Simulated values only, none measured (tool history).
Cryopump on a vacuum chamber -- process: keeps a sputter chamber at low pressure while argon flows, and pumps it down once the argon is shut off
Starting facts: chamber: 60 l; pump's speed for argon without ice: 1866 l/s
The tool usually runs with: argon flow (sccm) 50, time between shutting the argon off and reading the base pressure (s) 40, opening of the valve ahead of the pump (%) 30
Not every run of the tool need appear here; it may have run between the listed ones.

run   hour  argon flow (sccm)  time between shutting the argon off and reading the base pressure (s)  opening of the valve ahead of the pump (%)  pressure while argon flows (Pa)  pressure after the wait (uPa)
  1      0                 50                                                                     40                                          30                           0.1546                           2.89
  2   34.5                 50                                                                     40                                          30                           0.1551                           2.87
  3   58.2                 50                                                                     97                                          30                           0.1558                           1.84
  4   95.3                 50                                                                     97                                          19                           0.2418                           1.82
  5  112.6                 50                                                                     93                                          30                           0.1557                           1.88
  6  142.3                 50                                                                     93                                          30                            0.157                           1.86
  7  167.8                 50                                                                     93                                          30                           0.1564                           1.95
  8  202.9                 50                                                                     93                                          30                           0.1553                           1.88
  9  241.5                 50                                                                     93                                          30                           0.1569                           1.94
 10    262                 50                                                                     40                                          30                           0.1565                           3.07
 11  291.6                 50                                                                     40                                          30                           0.1583                           3.08
 12  320.6                 50                                                                     24                                          30                           0.1592                           4.27
 13  359.5                 26                                                                     24                                          30                           0.0816                           4.36
 14  376.7                 50                                                                     40                                          30                           0.1587                           3.08
 15  413.3                 50                                                                    115                                          30                           0.1589                           1.83
 16  446.4                 53                                                                     40                                          30                           0.1686                           3.11
 17    475                 50                                                                     73                                          30                           0.1578                           2.27
 18  497.5                 50                                                                     73                                          30                           0.1591                           2.34
 19  528.4                 50                                                                     73                                          30                           0.1602                           2.18
 20  567.5                 50                                                                     48                                          39                           0.1246                           2.82
 21  587.9                 92                                                                     99                                          33                           0.2699                           1.99
 22  615.4                 92                                                                     25                                          33                           0.2704                           4.38
 23    639                 92                                                                     25                                          33                           0.2685                           4.27
 24  659.8                 50                                                                     41                                          16                           0.2937                           3.09
 25  693.5                 85                                                                     41                                          47                           0.1806                           3.11
 26  711.5                 50                                                                    188                                          40                           0.1225                           1.71
 27    744                 50                                                                    188                                          40                           0.1225                           1.77
 28  766.5                 61                                                                     31                                          40                           0.1495                           3.74
 29  790.7                 40                                                                     31                                          39                           0.1005                           3.82
 30  809.6                 32                                                                    126                                          32                           0.0968                           2.01
 31  847.7                 32                                                                    126                                          32                           0.0968                           1.97
 32  867.4                 32                                                                    126                                          32                           0.0969                           1.98
 33  901.5                 32                                                                    126                                          23                           0.1347                           2.03

Below are 5 alternative next runs, each starting from the tool's condition after run 33. Predict each:
  A  928.3                 32                                                                     62                                          27                                ?                              ?
  B  928.3                 32                                                                     57                                          25                                ?                              ?
  C  928.3                 32                                                                    145                                          57                                ?                              ?
  D  928.3                 87                                                                    169                                          16                                ?                              ?
  E  928.3                 87                                                                     75                                          23                                ?                              ?

run  pressure while argon flows (Pa)  pressure after the wait (uPa)
  A                           0.1138                            2.7
  B                            0.122                           2.77
  C                           0.0584                           1.97
  D                           0.5119                           1.91
  E                           0.3608                           2.43
With the hidden condition removed and each run's random variation left untouched, the same runs would have given:
run  pressure while argon flows (Pa)  pressure after the wait (uPa)
  A                           0.1066                           1.41
  B                           0.1148                           1.49
  C                           0.0512                           0.67
  D                           0.4925                           0.63
  E                           0.3414                           1.16
